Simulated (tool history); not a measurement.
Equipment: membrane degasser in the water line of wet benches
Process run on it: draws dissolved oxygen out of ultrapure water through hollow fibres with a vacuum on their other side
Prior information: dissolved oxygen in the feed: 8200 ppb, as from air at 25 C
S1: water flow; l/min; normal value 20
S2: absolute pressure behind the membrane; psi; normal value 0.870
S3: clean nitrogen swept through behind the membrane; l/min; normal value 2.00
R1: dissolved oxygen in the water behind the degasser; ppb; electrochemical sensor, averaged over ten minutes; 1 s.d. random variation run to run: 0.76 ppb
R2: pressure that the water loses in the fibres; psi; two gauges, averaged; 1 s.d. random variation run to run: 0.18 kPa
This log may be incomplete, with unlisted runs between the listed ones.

run	hour	S1	S2	S3	R1	R2
1	0.0	20	0.870	2.00	71.6	4.492
2	295.1	20	0.870	2.00	73.4	4.486
3	491.6	20	0.870	2.00	72.6	4.502
# hour 703.4: seals of the vacuum lines changed
4	767.0	20	0.870	2.00	72.4	4.545
5	1050.2	20	0.870	2.00	73.4	4.506
6	1183.1	20	0.870	2.00	74.0	4.519
7	1379.3	20	0.714	2.00	49.9	4.559
8	1694.3	20	0.714	2.00	49.5	4.527
9	1922.7	20	0.870	2.00	75.7	4.574
10	2076.2	24	0.870	2.00	98.1	5.469
11	2281.0	24	0.870	2.00	98.4	5.504
12	2583.4	20	0.870	2.00	78.0	4.556
13	2743.3	20	0.870	2.00	78.7	4.572
14	3053.0	20	0.870	2.00	79.7	4.567
15	3189.5	20	0.870	2.00	80.3	4.582
16	3472.6	20	0.870	2.00	81.2	4.556
# hour 3596.3: seals of the vacuum lines changed
17	3658.5	20	1.168	2.00	125.8	4.656
18	3803.4	20	1.836	2.00	234.3	4.585
19	4005.2	20	0.854	5.06	36.4	4.606
20	4141.9	20	0.603	5.06	18.6	4.637
21	4311.1	15	0.904	1.70	73.8	3.500
22	4537.4	15	0.904	1.70	74.9	3.427
23	4777.7	15	0.904	1.70	74.4	3.453
24	5005.4	20	1.752	1.44	301.7	4.691
25	5138.1	20	1.752	1.44	298.8	4.643
26	5361.4	20	1.710	1.44	291.7	4.648
# hour 5417.1: vacuum gauge calibrated
27	5672.1	13	0.935	3.52	31.8	3.070
28	5850.2	13	0.935	3.52	31.0	3.052
29	6122.9	14	1.411	3.25	71.9	3.310
# hour 6353.5: membrane cartridge changed
30	6422.3	20	1.411	3.25	103.9	4.405
# hour 6475.0: seals of the vacuum lines changed
31	6643.2	20	1.411	3.25	101.4	4.441

5 ways to go on from here, each from the tool as it stands after run 31. What would each give?
A	6904.1	14	1.424	1.25	?	?
B	6904.1	25	0.706	2.00	?	?
C	6904.1	20	1.788	1.40	?	?
D	6904.1	21	1.997	1.75	?	?
E	6904.1	20	1.411	1.11	?	?

run	R1	R2
A	174.9	3.095
B	67.3	5.614
C	300.6	4.480
D	292.4	4.669
E	267.3	4.457
With no hidden state in the tool, these same runs would have given:
run	R1	R2
A	170.1	3.084
B	62.4	5.594
C	294.8	4.464
D	287.3	4.653
E	260.5	4.441
